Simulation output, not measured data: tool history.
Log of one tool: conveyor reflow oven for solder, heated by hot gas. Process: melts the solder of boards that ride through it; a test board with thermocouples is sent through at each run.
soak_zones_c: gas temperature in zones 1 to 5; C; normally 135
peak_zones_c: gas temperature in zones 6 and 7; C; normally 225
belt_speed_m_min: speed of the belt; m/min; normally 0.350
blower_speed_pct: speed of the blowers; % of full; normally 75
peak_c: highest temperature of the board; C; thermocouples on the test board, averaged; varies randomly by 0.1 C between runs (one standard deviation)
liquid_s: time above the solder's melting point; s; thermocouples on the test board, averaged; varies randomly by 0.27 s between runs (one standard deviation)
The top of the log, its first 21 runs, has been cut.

run 22 hour=1193.7 | soak_zones_c=146 peak_zones_c=215 belt_speed_m_min=0.330 blower_speed_pct=56 | peak_c=205.1 liquid_s=72.7
run 23 hour=1258.3 | soak_zones_c=131 peak_zones_c=215 belt_speed_m_min=0.330 blower_speed_pct=79 | peak_c=206.8 liquid_s=70.8
run 24 hour=1302.8 | soak_zones_c=148 peak_zones_c=236 belt_speed_m_min=0.295 blower_speed_pct=79 | peak_c=230.2 liquid_s=112.7
-- hour=1371.9 thermocouples of zones 6 and 7 changed
run 25 hour=1375.6 | soak_zones_c=135 peak_zones_c=230 belt_speed_m_min=0.350 blower_speed_pct=75 | peak_c=218.0 liquid_s=79.3
run 26 hour=1430.7 | soak_zones_c=135 peak_zones_c=230 belt_speed_m_min=0.412 blower_speed_pct=77 | peak_c=213.3 liquid_s=62.4
run 27 hour=1467.7 | soak_zones_c=141 peak_zones_c=227 belt_speed_m_min=0.350 blower_speed_pct=75 | peak_c=215.9 liquid_s=79.8
run 28 hour=1539.0 | soak_zones_c=141 peak_zones_c=220 belt_speed_m_min=0.350 blower_speed_pct=75 | peak_c=209.3 liquid_s=72.6
run 29 hour=1574.1 | soak_zones_c=135 peak_zones_c=233 belt_speed_m_min=0.350 blower_speed_pct=59 | peak_c=216.5 liquid_s=76.8
-- hour=1588.9 flux residue cleaned out of gas plates and filters
run 30 hour=1655.1 | soak_zones_c=143 peak_zones_c=227 belt_speed_m_min=0.350 blower_speed_pct=69 | peak_c=216.5 liquid_s=81.7

4 ways to go on from here, each from the tool as it stands after run 30. What would each give?
run A hour=1705.9 | soak_zones_c=126 peak_zones_c=227 belt_speed_m_min=0.291 blower_speed_pct=69 | peak_c=? liquid_s=?
run B hour=1705.9 | soak_zones_c=143 peak_zones_c=227 belt_speed_m_min=0.350 blower_speed_pct=69 | peak_c=? liquid_s=?
run C hour=1705.9 | soak_zones_c=143 peak_zones_c=227 belt_speed_m_min=0.350 blower_speed_pct=66 | peak_c=? liquid_s=?
run D hour=1705.9 | soak_zones_c=143 peak_zones_c=215 belt_speed_m_min=0.409 blower_speed_pct=57 | peak_c=? liquid_s=?

run=A peak_c=218.6 liquid_s=93.3
run=B peak_c=216.1 liquid_s=81.2
run=C peak_c=215.6 liquid_s=81.4
run=D peak_c=198.9 liquid_s=45.7
Stripped of hidden state, with their random variation kept, the same runs would have yielded:
run=A peak_c=218.3 liquid_s=91.2
run=B peak_c=215.7 liquid_s=79.3
run=C peak_c=215.2 liquid_s=79.5
run=D peak_c=198.5 liquid_s=44.1
